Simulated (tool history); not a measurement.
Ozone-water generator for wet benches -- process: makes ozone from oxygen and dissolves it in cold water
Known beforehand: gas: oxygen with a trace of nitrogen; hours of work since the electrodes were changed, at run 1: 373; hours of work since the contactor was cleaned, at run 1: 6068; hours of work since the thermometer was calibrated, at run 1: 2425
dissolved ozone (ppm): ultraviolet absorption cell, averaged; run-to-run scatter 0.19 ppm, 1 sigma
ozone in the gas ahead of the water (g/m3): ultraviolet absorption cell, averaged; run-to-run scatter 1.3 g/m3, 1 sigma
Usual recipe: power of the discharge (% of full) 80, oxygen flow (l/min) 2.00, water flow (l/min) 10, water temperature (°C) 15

run,hour,power of the discharge (% of full),oxygen flow (l/min),water flow (l/min),water temperature (°C),hours of work since the electrodes were changed,hours of work since the contactor was cleaned,hours of work since the thermometer was calibrated,dissolved ozone (ppm),ozone in the gas ahead of the water (g/m3)
1,0.0,80,2.00,10,15,373,6068,2425,26.8,247.5
2,37.5,63,2.00,10,15,402,6097,2454,23.7,218.5
3,80.1,88,2.00,10,15,435,6131,2488,28.3,262.6
4,120.1,88,2.00,10,15,466,6162,2519,28.3,261.2
5,144.0,88,2.00,10,15,485,6180,2537,28.2,259.3
6,188.3,88,2.00,10,15,519,6215,2572,28.3,259.6
7,216.0,88,2.00,10,15,541,6236,2593,28.1,261.5
8,265.3,80,2.00,10,15,579,6275,2632,26.9,246.6
9,294.7,80,2.00,10,21,602,6298,2655,25.0,246.3
10,322.9,80,2.00,10,21,624,6320,2677,24.7,246.3
11,345.0,80,2.00,10,21,641,6337,2694,25.2,246.0
12,369.3,80,2.00,10,21,660,6356,2713,24.8,244.4
13,398.0,80,2.00,10,21,683,6378,2735,24.8,245.1
14,434.6,80,2.00,10,21,711,6407,2764,24.9,245.8
15,480.1,80,2.00,10,21,747,6442,2799,25.1,243.8
16,525.5,80,2.00,10,21,782,6478,2835,25.1,246.8
17,556.1,80,2.00,10,20,806,6501,2858,25.6,244.9
18,603.4,80,1.68,10,22,843,6538,2895,23.4,260.6
19,650.0,80,1.68,10,22,879,6575,2932,23.5,257.0
20,682.3,77,1.65,14,10,904,6600,2957,19.1,255.2
21,717.6,77,1.65,14,10,932,6627,2984,19.0,254.2
22,753.4,80,2.00,6,13,960,6655,3012,39.9,242.8
23,790.9,80,1.03,6,13,989,6684,3041,33.4,303.8
24,820.8,52,3.23,6,13,1012,6708,3065,34.4,166.6
25,847.4,64,2.00,10,15,1033,6728,3085,23.8,218.8
26,880.4,64,2.00,10,15,1059,6754,3111,23.9,217.1
27,923.0,60,2.14,8,12,1092,6787,3144,28.8,205.9
28,959.4,55,1.23,11,15,1120,6816,3173,17.0,236.2
29,1006.6,80,2.00,8,15,1157,6852,3209,31.8,241.9
30,1052.1,50,3.32,7,15,1192,6888,3245,29.9,159.2
31,1088.0,50,3.32,7,15,1220,6916,3273,29.3,160.5
32,1127.5,46,3.32,7,14,1251,6947,3304,28.8,153.7
33,1176.7,46,1.33,7,14,1289,6985,3342,23.9,207.3
34,1204.4,91,1.44,9,15,1311,7007,3363,28.5,290.0

Each row is a separate what-if for the run after 34, all from the same tool condition, not one after another. Results?
A,1236.5,91,1.01,9,9,1336,7032,3388,?,?
B,1236.5,91,1.83,9,11,1336,7032,3388,?,?
C,1236.5,64,2.00,10,15,1336,7032,3388,?,?

run,dissolved ozone (ppm),ozone in the gas ahead of the water (g/m3)
A,25.8,324.2
B,31.6,267.6
C,23.9,216.0
Had the tool no hidden state, the same runs would have come out as:
run,dissolved ozone (ppm),ozone in the gas ahead of the water (g/m3)
A,25.9,332.2
B,31.6,274.2
C,23.9,221.4
